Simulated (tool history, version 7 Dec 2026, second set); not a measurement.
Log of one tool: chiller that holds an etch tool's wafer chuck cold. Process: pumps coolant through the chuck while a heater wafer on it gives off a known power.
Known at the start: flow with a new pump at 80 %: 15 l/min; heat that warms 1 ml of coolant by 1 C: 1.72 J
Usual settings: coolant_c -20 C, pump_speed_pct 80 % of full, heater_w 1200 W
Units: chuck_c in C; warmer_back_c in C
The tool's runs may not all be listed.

| run | hour | coolant_c | pump_speed_pct | heater_w | chuck_c | warmer_back_c |
|---|---|---|---|---|---|---|
| 1 | 0 | -20 | 80 | 1200 | -9.1 | 2.93 |
| 2 | 43.6 | -20 | 80 | 1428 | -7 | 3.51 |
| 3 | 86.5 | -20 | 80 | 1428 | -6.8 | 3.46 |
| 4 | 144.3 | -20 | 80 | 1200 | -8.9 | 2.95 |
| 5 | 187.3 | -20 | 80 | 1200 | -9 | 2.94 |
| 6 | 249.5 | -20 | 88 | 1200 | -9.8 | 2.67 |
| 7 | 308.7 | -21 | 88 | 1200 | -10.6 | 2.66 |
| 8 | 351.3 | -23 | 80 | 1200 | -11.8 | 2.91 |
| 9 | 393.6 | -23 | 80 | 1200 | -11.9 | 2.92 |
| 10 | 442.5 | -23 | 80 | 1200 | -11.8 | 2.91 |
| 11 | 499.7 | -23 | 80 | 1200 | -11.8 | 2.94 |
| 12 | 563.2 | -20 | 76 | 1200 | -8.1 | 3.09 |
| 13 | 597.2 | -20 | 62 | 1200 | -6 | 3.82 |
| 14 | 642.4 | -20 | 80 | 775 | -12.9 | 1.89 |
| 15 | 673.7 | -20 | 80 | 775 | -12.7 | 1.89 |
| 16 | 728.2 | -20 | 80 | 1256 | -8 | 3.11 |
| 17 | 791.6 | -12 | 99 | 1793 | 2.3 | 3.58 |
| 18 | 833 | -12 | 99 | 1793 | 2.5 | 3.61 |
| 19 | 877.8 | -16 | 79 | 1566 | -0.8 | 3.97 |
| 20 | 933.6 | -16 | 71 | 1028 | -5.2 | 2.89 |
| 21 | 972.9 | -14 | 65 | 612 | -7.1 | 1.86 |
| 22 | 1032.3 | -14 | 65 | 612 | -7.2 | 1.9 |
| 23 | 1089.4 | -26 | 65 | 994 | -14.7 | 3.08 |
| 24 | 1142.2 | -20 | 91 | 1200 | -9.5 | 2.59 |
| 25 | 1177.6 | -20 | 91 | 1200 | -9.6 | 2.59 |
| 26 | 1222.3 | -24 | 71 | 1270 | -10.2 | 3.55 |
| 27 | 1268.7 | -24 | 71 | 1270 | -10.1 | 3.52 |
| 28 | 1311.6 | -11 | 71 | 1119 | 1.1 | 3.13 |
| 29 | 1353 | -15 | 71 | 814 | -6.3 | 2.26 |
| 30 | 1417.7 | -18 | 63 | 833 | -7.9 | 2.67 |
| 31 | 1478.5 | -18 | 63 | 833 | -8 | 2.63 |

The same runs without the tool's hidden state, with the same run-to-run variation:
The hidden state here: heat passed by the chuck's channels, % of clean ones'; flow at a given pump speed, % of a new pump's; coolant's true temperature over the reading, C; drift of the gauge itself on chuck_c, C; drift of the gauge itself on warmer_back_c, C.
| run | chuck_c | warmer_back_c |
|---|---|---|
| 1 | -10.2 | 2.81 |
| 2 | -8.5 | 3.36 |
| 3 | -8.3 | 3.31 |
| 4 | -10.2 | 2.82 |
| 5 | -10.2 | 2.8 |
| 6 | -11 | 2.54 |
| 7 | -11.8 | 2.53 |
| 8 | -13.2 | 2.76 |
| 9 | -13.3 | 2.78 |
| 10 | -13.2 | 2.76 |
| 11 | -13.3 | 2.79 |
| 12 | -9.7 | 2.93 |
| 13 | -8 | 3.61 |
| 14 | -13.8 | 1.78 |
| 15 | -13.6 | 1.78 |
| 16 | -9.7 | 2.94 |
| 17 | 0.2 | 3.37 |
| 18 | 0.4 | 3.4 |
| 19 | -3.1 | 3.73 |
| 20 | -6.8 | 2.72 |
| 21 | -8 | 1.74 |
| 22 | -8.2 | 1.78 |
| 23 | -16.6 | 2.88 |
| 24 | -11.1 | 2.42 |
| 25 | -11.3 | 2.42 |
| 26 | -12.5 | 3.31 |
| 27 | -12.4 | 3.28 |
| 28 | -1 | 2.91 |
| 29 | -7.7 | 2.1 |
| 30 | -9.6 | 2.48 |
| 31 | -9.7 | 2.45 |
